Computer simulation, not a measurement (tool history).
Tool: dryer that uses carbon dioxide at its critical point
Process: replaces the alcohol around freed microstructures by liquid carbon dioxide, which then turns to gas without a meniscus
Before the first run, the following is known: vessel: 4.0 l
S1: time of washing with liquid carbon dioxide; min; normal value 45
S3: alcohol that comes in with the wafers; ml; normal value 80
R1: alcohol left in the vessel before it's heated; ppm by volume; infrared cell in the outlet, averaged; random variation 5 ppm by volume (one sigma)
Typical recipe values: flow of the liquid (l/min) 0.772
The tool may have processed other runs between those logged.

Run 1, hour 0: usual settings. Result: R1 94 ppm by volume.
Run 2, hour 17.8: usual settings but flow of the liquid (l/min) 0.857. Result: R1 67 ppm by volume.
Run 3, hour 60: usual settings but flow of the liquid (l/min) 0.857. Result: R1 66 ppm by volume.
Run 4, hour 79.8: usual settings. Result: R1 97 ppm by volume.
Run 5, hour 115.1: usual settings but flow of the liquid (l/min) 0.489. Result: R1 580 ppm by volume.
Run 6, hour 154.9: usual settings. Result: R1 120 ppm by volume.
Run 7, hour 196.5: usual settings. Result: R1 125 ppm by volume.
Run 8, hour 237: usual settings. Result: R1 124 ppm by volume.
Run 9, hour 278: usual settings but flow of the liquid (l/min) 0.799. Result: R1 115 ppm by volume.
Run 10, hour 302.2: usual settings. Result: R1 138 ppm by volume.
At hour 312.9: inlet filter changed.
Run 11, hour 345.6: usual settings. Result: R1 88 ppm by volume.
Run 12, hour 363.8: usual settings. Result: R1 103 ppm by volume.
Run 13, hour 404.5: usual settings. Result: R1 97 ppm by volume.
Run 14, hour 442.6: usual settings. Result: R1 100 ppm by volume.
Run 15, hour 462.9: usual settings. Result: R1 107 ppm by volume.
Run 16, hour 489: usual settings. Result: R1 103 ppm by volume.
Run 17, hour 522.1: usual settings but flow of the liquid (l/min) 1.216. Result: R1 77 ppm by volume.
Run 18, hour 560.7: usual settings. Result: R1 106 ppm by volume.
Run 19, hour 588.6: usual settings. Result: R1 114 ppm by volume.
Run 20, hour 616.5: usual settings. Result: R1 115 ppm by volume.
Run 21, hour 659.6: usual settings. Result: R1 121 ppm by volume.
Run 22, hour 691.1: usual settings. Result: R1 125 ppm by volume.
Run 23, hour 734.7: usual settings. Result: R1 130 ppm by volume.
Run 24, hour 765.1: usual settings. Result: R1 136 ppm by volume.
Run 25, hour 806.4: usual settings but S3 45 ml. Result: R1 127 ppm by volume.
Run 26, hour 840.5: usual settings but flow of the liquid (l/min) 0.471. Result: R1 543 ppm by volume.
Run 27, hour 870.6: usual settings but S1 47 min, flow of the liquid (l/min) 0.839, S3 75 ml. Result: R1 126 ppm by volume.
Run 28, hour 889.7: usual settings but S1 47 min, flow of the liquid (l/min) 0.839, S3 75 ml. Result: R1 125 ppm by volume.
Run 29, hour 911: usual settings but S1 47 min, flow of the liquid (l/min) 0.839, S3 75 ml. Result: R1 120 ppm by volume.
Run 30, hour 953.6: usual settings but S1 63 min, flow of the liquid (l/min) 0.604. Result: R1 132 ppm by volume.
Run 31, hour 982: usual settings but S1 63 min, flow of the liquid (l/min) 0.604. Result: R1 132 ppm by volume.
Run 32, hour 1009.1: usual settings but S1 63 min, flow of the liquid (l/min) 0.604. Result: R1 151 ppm by volume.
Run 33, hour 1048.6: usual settings but S1 63 min, flow of the liquid (l/min) 0.604. Result: R1 152 ppm by volume.
Run 34, hour 1066.2: usual settings but S3 78 ml. Result: R1 165 ppm by volume.
Run 35, hour 1101.4: usual settings but S3 78 ml. Result: R1 177 ppm by volume.
Run 36, hour 1140: usual settings but S1 43 min, flow of the liquid (l/min) 0.514. Result: R1 574 ppm by volume.
Run 37, hour 1164.6: usual settings but S1 64 min, flow of the liquid (l/min) 0.643, S3 113 ml. Result: R1 148 ppm by volume.
Run 38, hour 1200.2: usual settings but S1 64 min, flow of the liquid (l/min) 0.643, S3 113 ml. Result: R1 160 ppm by volume.
Run 39, hour 1232: usual settings but S1 64 min, flow of the liquid (l/min) 0.643, S3 113 ml. Result: R1 165 ppm by volume.
Run 40, hour 1273.7: usual settings but S3 47 ml. Result: R1 174 ppm by volume.
Run 41, hour 1295.9: usual settings but S3 47 ml. Result: R1 177 ppm by volume.
Run 42, hour 1335.7: usual settings but S1 27 min, flow of the liquid (l/min) 0.891, S3 34 ml. Result: R1 292 ppm by volume.
Run 43, hour 1374.1: usual settings but S1 53 min, flow of the liquid (l/min) 0.667, S3 29 ml. Result: R1 155 ppm by volume.
Run 44, hour 1403.6: usual settings but S1 44 min, flow of the liquid (l/min) 0.667, S3 29 ml. Result: R1 213 ppm by volume.
Run 45, hour 1440.1: usual settings but S3 73 ml. Result: R1 224 ppm by volume.
Run 46, hour 1458.1: usual settings but S1 29 min, flow of the liquid (l/min) 0.692, S3 73 ml. Result: R1 822 ppm by volume.

Here are 3 independent what-if runs from the current tool condition. What would each one return?
Run A, hour 1494.9: usual settings but S1 35 min, S3 112 ml. Result: R1 ?.
Run B, hour 1494.9: usual settings but S3 41 ml. Result: R1 ?.
Run C, hour 1494.9: usual settings but S3 38 ml. Result: R1 ?.

run   R1
  A  476
  B  196
  C  178
Take away the tool's hidden state, keep each run's random variation, and the runs would have read:
run   R1
  A  141
  B   17
  C    8
